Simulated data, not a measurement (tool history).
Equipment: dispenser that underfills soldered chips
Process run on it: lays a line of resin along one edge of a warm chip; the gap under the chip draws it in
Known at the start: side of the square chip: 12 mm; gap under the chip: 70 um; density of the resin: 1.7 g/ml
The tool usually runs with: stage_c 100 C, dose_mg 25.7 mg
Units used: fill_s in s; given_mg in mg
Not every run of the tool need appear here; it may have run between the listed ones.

| run | day | stage_c | dose_mg | fill_s | given_mg |
|---|---|---|---|---|---|
| 1 | 0.000 | 100 | 25.7 | 77.3 | 24.69 |
| 2 | 0.338 | 100 | 25.7 | 71.8 | 24.52 |
| 3 | 0.762 | 104 | 25.7 | 62.4 | 24.53 |
| 4 | 1.133 | 100 | 25.7 | 74.6 | 24.38 |
| 5 | 1.533 | 100 | 25.7 | 74.2 | 24.48 |
| 6 | 2.129 | 100 | 25.7 | 65.0 | 24.31 |
| 7 | 2.600 | 100 | 24.8 | 69.8 | 23.42 |
| 8 | 3.012 | 100 | 24.8 | 71.2 | 23.29 |
| 9 | 3.558 | 100 | 24.8 | 77.8 | 23.32 |
| 10 | 4.117 | 100 | 24.8 | 66.0 | 24.86 |
| 11 | 4.517 | 100 | 24.8 | 64.3 | 24.64 |
| 12 | 5.088 | 100 | 22.0 | 67.9 | 21.74 |
| 13 | 5.350 | 112 | 31.9 | 36.6 | 31.40 |
| 14 | 5.925 | 112 | 31.9 | 41.5 | 31.28 |
| 15 | 6.233 | 112 | 26.3 | 40.1 | 25.99 |
| 16 | 6.667 | 90 | 27.4 | 101.3 | 26.70 |
| 17 | 7.162 | 110 | 24.9 | 48.8 | 24.31 |

Missing from the log above: 20 entries noted between runs. For each, name the pair of listed runs it sits between and say how the tool's hidden condition differs from the listed run just before to the listed run just after:
Between runs 1 and 2: new syringe of resin (day 0.058)
  resin's viscosity, % of fresh resin's: 124.6 -> 117.4; dose that the valve gives, % of what is set: 96.09 -> 95.83; true chip temperature over the reading, C: -1.19 -> -1.2
  measured minus no-state result, fill_s: +18.5 -> +14.1 s; given_mg: -1.01 -> -1.07 mg
Between runs 2 and 3: new syringe of resin (day 0.446)
  resin's viscosity, % of fresh resin's: 117.4 -> 122.5; dose that the valve gives, % of what is set: 95.83 -> 95.52; true chip temperature over the reading, C: -1.2 -> -1.22
  measured minus no-state result, fill_s: +14.1 -> +14.4 s; given_mg: -1.07 -> -1.15 mg
Between runs 3 and 4: new syringe of resin (day 0.850)
  resin's viscosity, % of fresh resin's: 122.5 -> 120.1; dose that the valve gives, % of what is set: 95.52 -> 95.25; true chip temperature over the reading, C: -1.22 -> -1.23
  measured minus no-state result, fill_s: +14.4 -> +16.2 s; given_mg: -1.15 -> -1.22 mg
Between runs 4 and 5: new syringe of resin (day 1.229)
  resin's viscosity, % of fresh resin's: 120.1 -> 120; dose that the valve gives, % of what is set: 95.25 -> 94.93; true chip temperature over the reading, C: -1.23 -> -1.25
  measured minus no-state result, fill_s: +16.2 -> +16.0 s; given_mg: -1.22 -> -1.31 mg
Between runs 5 and 6: new syringe of resin (day 1.625); new syringe of resin (day 2.021)
  resin's viscosity, % of fresh resin's: 120 -> 104.9; dose that the valve gives, % of what is set: 94.93 -> 94.48; true chip temperature over the reading, C: -1.25 -> -1.27
  measured minus no-state result, fill_s: +16.0 -> +7.0 s; given_mg: -1.31 -> -1.41 mg
Between runs 6 and 7: new syringe of resin (day 2.404)
  resin's viscosity, % of fresh resin's: 104.9 -> 112; dose that the valve gives, % of what is set: 94.48 -> 94.13; true chip temperature over the reading, C: -1.27 -> -1.29
  measured minus no-state result, fill_s: +7.0 -> +11.5 s; given_mg: -1.41 -> -1.46 mg
Between runs 7 and 8: new syringe of resin (day 2.804)
  resin's viscosity, % of fresh resin's: 112 -> 113.7; dose that the valve gives, % of what is set: 94.13 -> 93.83; true chip temperature over the reading, C: -1.29 -> -1.31
  measured minus no-state result, fill_s: +11.5 -> +12.7 s; given_mg: -1.46 -> -1.53 mg
Between runs 8 and 9: new syringe of resin (day 3.229)
  resin's viscosity, % of fresh resin's: 113.7 -> 122.6; dose that the valve gives, % of what is set: 93.83 -> 93.43; true chip temperature over the reading, C: -1.31 -> -1.33
  measured minus no-state result, fill_s: +12.7 -> +18.7 s; given_mg: -1.53 -> -1.64 mg
Between runs 9 and 10: new syringe of resin (day 3.617); dispensing valve cleaned and set on the balance (day 3.704); new syringe of resin (day 4.050)
  resin's viscosity, % of fresh resin's: 122.6 -> 105.4; dose that the valve gives, % of what is set: 93.43 -> 99.67; true chip temperature over the reading, C: -1.33 -> -1.35
  measured minus no-state result, fill_s: +18.7 -> +6.9 s; given_mg: -1.64 -> -0.08 mg
Between runs 10 and 11: new syringe of resin (day 4.442)
  resin's viscosity, % of fresh resin's: 105.4 -> 104.3; dose that the valve gives, % of what is set: 99.67 -> 99.36; true chip temperature over the reading, C: -1.35 -> -1.37
  measured minus no-state result, fill_s: +6.9 -> +6.2 s; given_mg: -0.08 -> -0.16 mg
Between runs 11 and 12: new syringe of resin (day 4.821); stage's temperature calibrated (day 5.088)
  resin's viscosity, % of fresh resin's: 104.3 -> 112.8; dose that the valve gives, % of what is set: 99.36 -> 98.97; true chip temperature over the reading, C: -1.37 -> -0.06
  measured minus no-state result, fill_s: +6.2 -> +8.1 s; given_mg: -0.16 -> -0.23 mg
Between runs 12 and 13: new syringe of resin (day 5.275)
  resin's viscosity, % of fresh resin's: 112.8 -> 103.8; dose that the valve gives, % of what is set: 98.97 -> 98.77; true chip temperature over the reading, C: -0.06 -> -0.07
  measured minus no-state result, fill_s: +8.1 -> +1.4 s; given_mg: -0.23 -> -0.39 mg
Between runs 13 and 14: new syringe of resin (day 5.662)
  resin's viscosity, % of fresh resin's: 103.8 -> 118.9; dose that the valve gives, % of what is set: 98.77 -> 98.39; true chip temperature over the reading, C: -0.07 -> -0.09
  measured minus no-state result, fill_s: +1.4 -> +6.8 s; given_mg: -0.39 -> -0.52 mg
Between runs 14 and 15: new syringe of resin (day 6.067)
  resin's viscosity, % of fresh resin's: 118.9 -> 110.4; dose that the valve gives, % of what is set: 98.39 -> 98.17; true chip temperature over the reading, C: -0.09 -> -0.11
  measured minus no-state result, fill_s: +6.8 -> +4.0 s; given_mg: -0.52 -> -0.48 mg
Between runs 15 and 16: new syringe of resin (day 6.454)
  resin's viscosity, % of fresh resin's: 110.4 -> 113.7; dose that the valve gives, % of what is set: 98.17 -> 97.87; true chip temperature over the reading, C: -0.11 -> -0.12
  measured minus no-state result, fill_s: +4.0 -> +13.0 s; given_mg: -0.48 -> -0.58 mg
Between runs 16 and 17: new syringe of resin (day 6.833)
  resin's viscosity, % of fresh resin's: 113.7 -> 124.4; dose that the valve gives, % of what is set: 97.87 -> 97.49; true chip temperature over the reading, C: -0.12 -> -0.14
  measured minus no-state result, fill_s: +13.0 -> +10.0 s; given_mg: -0.58 -> -0.62 mg
